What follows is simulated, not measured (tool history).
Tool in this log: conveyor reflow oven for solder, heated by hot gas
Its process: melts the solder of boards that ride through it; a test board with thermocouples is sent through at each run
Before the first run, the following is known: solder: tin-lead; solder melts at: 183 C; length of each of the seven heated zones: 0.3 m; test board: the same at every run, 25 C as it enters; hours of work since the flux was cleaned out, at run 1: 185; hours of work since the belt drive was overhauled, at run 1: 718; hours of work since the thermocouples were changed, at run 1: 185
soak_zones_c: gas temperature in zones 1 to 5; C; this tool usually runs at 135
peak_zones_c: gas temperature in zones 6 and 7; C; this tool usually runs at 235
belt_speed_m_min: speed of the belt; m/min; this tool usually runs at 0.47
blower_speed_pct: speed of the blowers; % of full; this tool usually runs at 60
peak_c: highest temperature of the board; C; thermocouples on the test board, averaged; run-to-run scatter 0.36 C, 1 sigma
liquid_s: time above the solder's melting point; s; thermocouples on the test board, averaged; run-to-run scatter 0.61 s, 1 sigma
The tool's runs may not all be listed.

| run | day | soak_zones_c | peak_zones_c | belt_speed_m_min | blower_speed_pct | hours of work since the flux was cleaned out | hours of work since the belt drive was overhauled | hours of work since the thermocouples were changed | peak_c | liquid_s |
|---|---|---|---|---|---|---|---|---|---|---|
| 1 | 0 | 135 | 235 | 0.47 | 60 | 185 | 718 | 185 | 218.8 | 58.4 |
|  | 2.279 | flux residue cleaned out of gas plates and filters |
| 2 | 2.85 | 135 | 235 | 0.47 | 60 | 9 | 759 | 226 | 219.4 | 58.9 |
| 3 | 5.479 | 135 | 235 | 0.47 | 60 | 49 | 799 | 266 | 219.7 | 59.9 |
| 4 | 8.458 | 135 | 235 | 0.47 | 60 | 95 | 845 | 312 | 219.4 | 59.2 |
| 5 | 10.75 | 135 | 235 | 0.47 | 62 | 130 | 880 | 347 | 220.7 | 61.1 |
| 6 | 13.662 | 135 | 224 | 0.47 | 60 | 175 | 925 | 392 | 209.9 | 51.6 |
| 7 | 15.454 | 146 | 224 | 0.47 | 51 | 203 | 953 | 419 | 208.3 | 53.5 |
|  | 16.779 | flux residue cleaned out of gas plates and filters |
| 8 | 17.725 | 146 | 224 | 0.47 | 51 | 15 | 984 | 451 | 209 | 53.5 |
| 9 | 19.654 | 135 | 239 | 0.445 | 51 | 44 | 1014 | 481 | 221.5 | 63.9 |

For run 10, what comes out?
| 10 | 22.6 | 135 | 231 | 0.457 | 51 | 89 | 1059 | 526 | ? | ? |

peak_c: 213.4 C
liquid_s: 55.7 s
Minus the tool's unlogged condition, the same run would have read peak_c 211.4 C, liquid_s 52.2 s.
